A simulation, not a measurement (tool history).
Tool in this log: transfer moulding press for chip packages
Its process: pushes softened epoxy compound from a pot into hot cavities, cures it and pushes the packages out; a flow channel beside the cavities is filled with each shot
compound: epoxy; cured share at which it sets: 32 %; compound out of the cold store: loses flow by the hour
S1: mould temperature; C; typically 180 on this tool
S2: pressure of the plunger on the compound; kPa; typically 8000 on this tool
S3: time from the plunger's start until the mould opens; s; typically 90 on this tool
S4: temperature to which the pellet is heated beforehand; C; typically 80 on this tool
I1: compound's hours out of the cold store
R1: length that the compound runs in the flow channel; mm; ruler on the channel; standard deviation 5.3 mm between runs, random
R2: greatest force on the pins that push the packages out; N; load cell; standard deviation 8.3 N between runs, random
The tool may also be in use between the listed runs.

run 1 hour=0.0 | S1=180 S2=8000 S3=90 S4=80 | I1=33.1 | R1=519 R2=434
run 2 hour=6.4 | S1=180 S2=8000 S3=90 S4=80 | I1=21.4 | R1=525 R2=483
run 3 hour=19.0 | S1=180 S2=8000 S3=90 S4=80 | I1=11.4 | R1=540 R2=556
run 4 hour=25.2 | S1=180 S2=8000 S3=80 S4=80 | I1=36.6 | R1=501 R2=607
-- hour=32.3 cavities cleaned with cleaning compound and waxed
run 5 hour=37.7 | S1=180 S2=8000 S3=80 S4=80 | I1=21.8 | R1=527 R2=454
run 6 hour=44.1 | S1=180 S2=8000 S3=80 S4=80 | I1=25.2 | R1=516 R2=509
run 7 hour=52.6 | S1=180 S2=8000 S3=90 S4=80 | I1=16.3 | R1=535 R2=506
run 8 hour=61.2 | S1=180 S2=8000 S3=90 S4=80 | I1=12.8 | R1=541 R2=561
-- hour=64.3 mould's thermocouples calibrated
run 9 hour=69.3 | S1=180 S2=8000 S3=90 S4=80 | I1=28.1 | R1=507 R2=582
-- hour=76.0 cavities cleaned with cleaning compound and waxed
run 10 hour=81.9 | S1=188 S2=8000 S3=90 S4=80 | I1=16.8 | R1=513 R2=383
-- hour=86.6 plunger's sealing rings changed
-- hour=92.9 mould's thermocouples calibrated, once more
run 11 hour=94.1 | S1=180 S2=8000 S3=90 S4=80 | I1=18.7 | R1=561 R2=479
run 12 hour=103.8 | S1=180 S2=8000 S3=90 S4=80 | I1=41.8 | R1=524 R2=532
run 13 hour=112.8 | S1=180 S2=8000 S3=90 S4=80 | I1=41.6 | R1=525 R2=594
run 14 hour=119.7 | S1=180 S2=8000 S3=99 S4=80 | I1=25.1 | R1=548 R2=581
-- hour=122.1 cavities cleaned with cleaning compound and waxed
run 15 hour=131.2 | S1=180 S2=8000 S3=99 S4=80 | I1=9.6 | R1=579 R2=420
run 16 hour=144.4 | S1=180 S2=6470 S3=99 S4=80 | I1=23.1 | R1=496 R2=491
run 17 hour=153.9 | S1=180 S2=8000 S3=90 S4=82 | I1=26.2 | R1=542 R2=561
-- hour=163.3 cavities cleaned with cleaning compound and waxed
run 18 hour=165.6 | S1=180 S2=8000 S3=90 S4=82 | I1=8.4 | R1=574 R2=380
run 19 hour=177.7 | S1=180 S2=8000 S3=77 S4=71 | I1=10.5 | R1=555 R2=573
run 20 hour=185.9 | S1=180 S2=7880 S3=77 S4=71 | I1=44.7 | R1=513 R2=606
run 21 hour=199.3 | S1=180 S2=7880 S3=77 S4=76 | I1=24.8 | R1=537 R2=676
-- hour=205.1 cavities cleaned with cleaning compound and waxed
run 22 hour=207.6 | S1=176 S2=7370 S3=90 S4=77 | I1=9.0 | R1=561 R2=438
run 23 hour=219.4 | S1=180 S2=8000 S3=101 S4=80 | I1=43.1 | R1=503 R2=468
run 24 hour=230.9 | S1=180 S2=8000 S3=101 S4=80 | I1=32.0 | R1=527 R2=522
run 25 hour=239.4 | S1=180 S2=8000 S3=103 S4=89 | I1=38.6 | R1=516 R2=552
-- hour=246.0 cavities cleaned with cleaning compound and waxed
run 26 hour=252.0 | S1=183 S2=7810 S3=94 S4=84 | I1=14.1 | R1=539 R2=389
run 27 hour=259.6 | S1=183 S2=7810 S3=94 S4=84 | I1=36.1 | R1=513 R2=446

For each run, the measured value with the value that run would have given without the tool's hidden condition subtracted. The run-to-run variation is shared by both, the gauge scatter possibly not:
Hidden conditions of the tool in this case: true mould temperature over the reading, C; pressure that reaches the compound, % of what is set; grip of the stained cavities, % over clean ones'; drift of the gauge itself on flow_mm, %; drift of the gauge itself on push_out_n, %.
run=1 R1=-28 R2=+73
run=2 R1=-30 R2=+116
run=3 R1=-32 R2=+192
run=4 R1=-31 R2=+226
run=5 R1=-33 R2=+48
run=6 R1=-34 R2=+100
run=7 R1=-36 R2=+144
run=8 R1=-38 R2=+193
run=9 R1=-37 R2=+219
run=10 R1=-39 R2=+49
run=11 R1=-1 R2=+110
run=12 R1=-2 R2=+167
run=13 R1=-3 R2=+219
run=14 R1=-4 R2=+233
run=15 R1=-5 R2=+72
run=16 R1=-5 R2=+147
run=17 R1=-8 R2=+202
run=18 R1=-9 R2=+23
run=19 R1=-10 R2=+134
run=20 R1=-10 R2=+184
run=21 R1=-13 R2=+256
run=22 R1=-14 R2=+34
run=23 R1=-14 R2=+113
run=24 R1=-16 R2=+175
run=25 R1=-16 R2=+211
run=26 R1=-19 R2=+44
run=27 R1=-18 R2=+95
